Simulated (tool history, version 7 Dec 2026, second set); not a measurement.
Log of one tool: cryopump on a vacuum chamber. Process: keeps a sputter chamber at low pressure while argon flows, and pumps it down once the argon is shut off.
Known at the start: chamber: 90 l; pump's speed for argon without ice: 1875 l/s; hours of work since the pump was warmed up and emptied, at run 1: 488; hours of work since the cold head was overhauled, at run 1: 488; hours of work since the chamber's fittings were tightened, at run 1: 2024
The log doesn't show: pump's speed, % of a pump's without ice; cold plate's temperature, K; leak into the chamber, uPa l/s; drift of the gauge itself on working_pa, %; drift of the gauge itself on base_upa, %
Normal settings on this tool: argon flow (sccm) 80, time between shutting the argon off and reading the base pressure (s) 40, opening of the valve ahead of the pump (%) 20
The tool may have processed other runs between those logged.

| run | hour | argon flow (sccm) | time between shutting the argon off and reading the base pressure (s) | opening of the valve ahead of the pump (%) | hours of work since the pump was warmed up and emptied | hours of work since the cold head was overhauled | hours of work since the chamber's fittings were tightened | pressure while argon flows (Pa) | pressure after the wait (uPa) |
|---|---|---|---|---|---|---|---|---|---|
| 1 | 0.0 | 80 | 40 | 20 | 488 | 488 | 2024 | 0.3710 | 3.45 |
| 2 | 46.2 | 80 | 40 | 20 | 520 | 520 | 2056 | 0.3696 | 3.42 |
| 3 | 112.7 | 80 | 40 | 20 | 565 | 565 | 2101 | 0.3706 | 3.48 |
| 4 | 141.3 | 80 | 40 | 20 | 585 | 585 | 2121 | 0.3731 | 3.43 |
| 5 | 184.6 | 80 | 40 | 54 | 615 | 615 | 2151 | 0.1454 | 3.68 |
| 6 | 230.4 | 80 | 40 | 54 | 646 | 646 | 2182 | 0.1461 | 3.50 |
| 7 | 266.2 | 80 | 40 | 54 | 671 | 671 | 2207 | 0.1469 | 3.64 |
| 8 | 311.4 | 80 | 234 | 54 | 702 | 702 | 2237 | 0.1476 | 2.08 |
| 9 | 357.7 | 80 | 234 | 54 | 733 | 733 | 2269 | 0.1483 | 2.09 |
| 10 | 396.9 | 80 | 234 | 54 | 760 | 760 | 2296 | 0.1490 | 2.16 |
| 11 | 437.1 | 80 | 234 | 54 | 788 | 788 | 2324 | 0.1494 | 2.16 |
| 12 | 483.0 | 80 | 234 | 54 | 819 | 819 | 2355 | 0.1503 | 2.20 |
| 13 | 539.5 | 80 | 40 | 20 | 858 | 858 | 2394 | 0.3763 | 3.75 |
| 14 | 595.8 | 80 | 40 | 20 | 896 | 896 | 2432 | 0.3797 | 3.80 |
|  | 604.0 | pump warmed up, emptied and cooled again |
| 15 | 657.1 | 80 | 40 | 20 | 36 | 935 | 2471 | 0.3616 | 3.51 |
| 16 | 690.5 | 132 | 40 | 20 | 59 | 958 | 2494 | 0.5987 | 3.52 |
| 17 | 733.5 | 132 | 40 | 20 | 89 | 987 | 2523 | 0.5994 | 3.59 |
| 18 | 766.7 | 152 | 40 | 33 | 111 | 1010 | 2546 | 0.4219 | 3.51 |
| 19 | 809.4 | 69 | 292 | 47 | 141 | 1039 | 2575 | 0.1348 | 2.03 |
| 20 | 852.8 | 63 | 138 | 38 | 170 | 1069 | 2605 | 0.1528 | 2.33 |
| 21 | 882.6 | 34 | 127 | 16 | 191 | 1089 | 2625 | 0.1928 | 2.40 |
| 22 | 927.6 | 34 | 127 | 16 | 222 | 1120 | 2656 | 0.1926 | 2.47 |
| 23 | 987.0 | 80 | 38 | 36 | 262 | 1161 | 2697 | 0.2061 | 3.82 |
| 24 | 1023.7 | 65 | 40 | 19 | 288 | 1186 | 2722 | 0.3137 | 3.68 |
| 25 | 1062.0 | 70 | 101 | 29 | 314 | 1212 | 2748 | 0.2246 | 2.66 |
| 26 | 1113.1 | 70 | 101 | 29 | 349 | 1247 | 2783 | 0.2242 | 2.70 |
| 27 | 1170.9 | 70 | 101 | 29 | 388 | 1287 | 2823 | 0.2234 | 2.74 |
| 28 | 1224.3 | 50 | 299 | 31 | 425 | 1324 | 2859 | 0.1506 | 2.37 |
| 29 | 1271.8 | 80 | 22 | 20 | 457 | 1356 | 2892 | 0.3702 | 5.42 |
| 30 | 1310.5 | 106 | 204 | 59 | 484 | 1383 | 2919 | 0.1746 | 2.49 |
| 31 | 1352.3 | 80 | 22 | 34 | 513 | 1411 | 2947 | 0.2247 | 5.57 |
| 32 | 1408.0 | 43 | 47 | 34 | 551 | 1449 | 2985 | 0.1213 | 3.79 |
| 33 | 1463.4 | 43 | 47 | 34 | 589 | 1487 | 3023 | 0.1210 | 3.82 |

Same runs, no hidden state in the tool, same run-to-run variation:
| run | pressure while argon flows (Pa) | pressure after the wait (uPa) |
|---|---|---|
| 1 | 0.3614 | 2.05 |
| 2 | 0.3595 | 2.01 |
| 3 | 0.3594 | 2.01 |
| 4 | 0.3614 | 1.94 |
| 5 | 0.1330 | 2.10 |
| 6 | 0.1329 | 1.95 |
| 7 | 0.1332 | 2.02 |
| 8 | 0.1331 | 0.46 |
| 9 | 0.1331 | 0.45 |
| 10 | 0.1333 | 0.48 |
| 11 | 0.1330 | 0.48 |
| 12 | 0.1331 | 0.44 |
| 13 | 0.3583 | 1.93 |
| 14 | 0.3605 | 1.95 |
| 15 | 0.3601 | 2.00 |
| 16 | 0.5954 | 1.99 |
| 17 | 0.5954 | 2.03 |
| 18 | 0.4166 | 1.94 |
| 19 | 0.1320 | 0.41 |
| 20 | 0.1498 | 0.69 |
| 21 | 0.1911 | 0.76 |
| 22 | 0.1907 | 0.76 |
| 23 | 0.2007 | 2.09 |
| 24 | 0.3090 | 1.95 |
| 25 | 0.2190 | 0.87 |
| 26 | 0.2180 | 0.89 |
| 27 | 0.2166 | 0.88 |
| 28 | 0.1453 | 0.42 |
| 29 | 0.3609 | 3.48 |
| 30 | 0.1618 | 0.51 |
| 31 | 0.2143 | 3.53 |
| 32 | 0.1153 | 1.72 |
| 33 | 0.1146 | 1.71 |
